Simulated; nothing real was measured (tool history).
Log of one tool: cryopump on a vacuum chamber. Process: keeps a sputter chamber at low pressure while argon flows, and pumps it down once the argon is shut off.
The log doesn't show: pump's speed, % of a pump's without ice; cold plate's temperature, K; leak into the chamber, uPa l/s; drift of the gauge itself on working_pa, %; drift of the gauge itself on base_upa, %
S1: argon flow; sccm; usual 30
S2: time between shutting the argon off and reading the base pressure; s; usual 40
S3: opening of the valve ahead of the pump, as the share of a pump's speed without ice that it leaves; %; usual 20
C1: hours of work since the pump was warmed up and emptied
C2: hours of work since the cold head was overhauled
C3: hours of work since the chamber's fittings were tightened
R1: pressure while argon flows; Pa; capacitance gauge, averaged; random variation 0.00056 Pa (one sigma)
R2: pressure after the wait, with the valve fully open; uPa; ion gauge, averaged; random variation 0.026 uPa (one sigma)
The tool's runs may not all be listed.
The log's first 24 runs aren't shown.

At hour 2087: pump warmed up, emptied and cooled again.
Run 25, hour 2119.3: usual settings but S2 190 s, S3 49 %; C1 20; C2 1851; C3 379. Result: R1 0.0614 Pa, R2 0.85 uPa.
Run 26, hour 2176.5: usual settings but S1 48 sccm, S2 67 s, S3 32 %; C1 56; C2 1887; C3 414. Result: R1 0.1508 Pa, R2 1.29 uPa.
Run 27, hour 2242.6: usual settings but S1 35 sccm, S2 92 s, S3 52 %; C1 98; C2 1928; C3 456. Result: R1 0.0683 Pa, R2 1.18 uPa.
Run 28, hour 2319.7: usual settings but S2 253 s; C1 146; C2 1977; C3 504. Result: R1 0.1512 Pa, R2 0.98 uPa.
Run 29, hour 2392.6: usual settings but S1 13 sccm; C1 192; C2 2022; C3 550. Result: R1 0.0658 Pa, R2 1.86 uPa.
Run 30, hour 2456.7: usual settings but S1 14 sccm, S2 25 s; C1 232; C2 2063; C3 590. Result: R1 0.0705 Pa, R2 2.53 uPa.
Run 31, hour 2513.6: usual settings but S1 25 sccm, S2 57 s, S3 58 %; C1 268; C2 2098; C3 626. Result: R1 0.0444 Pa, R2 1.67 uPa.
Run 32, hour 2564: usual settings but S2 91 s; C1 299; C2 2130; C3 658. Result: R1 0.1522 Pa, R2 1.43 uPa.
Run 33, hour 2657.2: usual settings but S2 91 s; C1 358; C2 2188; C3 716. Result: R1 0.1527 Pa, R2 1.56 uPa.
Run 34, hour 2710.7: usual settings but S1 15 sccm, S2 91 s, S3 25 %; C1 391; C2 2222; C3 750. Result: R1 0.0615 Pa, R2 1.59 uPa.

Forecast each of these 4 alternatives for the next run:
Run A, hour 2783.4: usual settings but S1 19 sccm; C1 437; C2 2268; C3 795. Result: R1 ?, R2 ?.
Run B, hour 2783.4: usual settings but S1 52 sccm, S2 204 s, S3 39 %; C1 437; C2 2268; C3 795. Result: R1 ?, R2 ?.
Run C, hour 2783.4: usual settings but S1 17 sccm, S2 75 s, S3 38 %; C1 437; C2 2268; C3 795. Result: R1 ?, R2 ?.
Run D, hour 2783.4: usual settings but S1 15 sccm, S2 252 s, S3 25 %; C1 437; C2 2268; C3 795. Result: R1 ?, R2 ?.

run      R1    R2
  A  0.0974  2.18
  B  0.1399  1.45
  C  0.0471  1.83
  D  0.0617  1.47
Without the tool's hidden state the same runs would have given:
run      R1    R2
  A  0.0949  1.09
  B  0.1331  0.34
  C  0.0449  0.69
  D  0.0598  0.34
